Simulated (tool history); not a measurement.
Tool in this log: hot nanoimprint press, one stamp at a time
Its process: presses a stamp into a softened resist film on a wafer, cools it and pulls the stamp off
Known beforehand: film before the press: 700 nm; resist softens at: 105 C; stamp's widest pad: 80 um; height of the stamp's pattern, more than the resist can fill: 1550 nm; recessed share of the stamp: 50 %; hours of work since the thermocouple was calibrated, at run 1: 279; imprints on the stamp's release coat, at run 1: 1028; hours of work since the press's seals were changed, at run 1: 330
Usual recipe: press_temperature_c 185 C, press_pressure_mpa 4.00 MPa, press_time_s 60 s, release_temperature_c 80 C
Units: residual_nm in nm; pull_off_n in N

run	hour	press_temperature_c	press_pressure_mpa	press_time_s	release_temperature_c	hours of work since the thermocouple was calibrated	imprints on the stamp's release coat	hours of work since the press's seals were changed	residual_nm	pull_off_n
1	0.0	185	4.00	60	80	279	1028	330	430.0	148
2	8.6	185	4.00	92	80	285	1064	337	375.9	153
3	15.0	185	4.00	92	80	290	1091	341	378.1	153
4	26.2	185	4.00	92	80	298	1138	349	377.8	152
5	36.0	185	4.00	92	80	305	1180	357	379.5	156
6	43.2	185	4.00	92	80	311	1210	362	381.7	157
7	50.4	185	4.00	92	80	316	1240	367	378.3	155
8	60.9	188	4.00	60	80	324	1284	375	392.1	157
9	69.7	188	4.00	60	80	330	1321	381	392.2	156
10	79.2	184	4.00	60	88	337	1361	388	450.6	138
11	86.6	184	4.00	60	88	342	1392	394	454.1	143
12	92.4	184	4.00	60	88	347	1417	398	449.5	141
13	102.1	181	2.45	67	71	354	1457	405	556.5	183
14	109.0	181	6.25	67	83	359	1486	410	409.8	149
15	118.6	185	4.00	60	77	366	1527	417	433.4	162

3 ways to go on from here, each from the tool as it stands after run 15. What would each give?
A	129.2	185	4.00	60	80	373	1572	425	?	?
B	129.2	188	4.00	60	77	373	1572	425	?	?
C	129.2	185	4.00	48	82	373	1572	425	?	?

run	residual_nm	pull_off_n
A	434.3	160
B	394.7	168
C	471.2	156
What these runs would have given with no unlogged condition in the tool:
run	residual_nm	pull_off_n
A	406.3	132
B	367.8	138
C	442.9	129

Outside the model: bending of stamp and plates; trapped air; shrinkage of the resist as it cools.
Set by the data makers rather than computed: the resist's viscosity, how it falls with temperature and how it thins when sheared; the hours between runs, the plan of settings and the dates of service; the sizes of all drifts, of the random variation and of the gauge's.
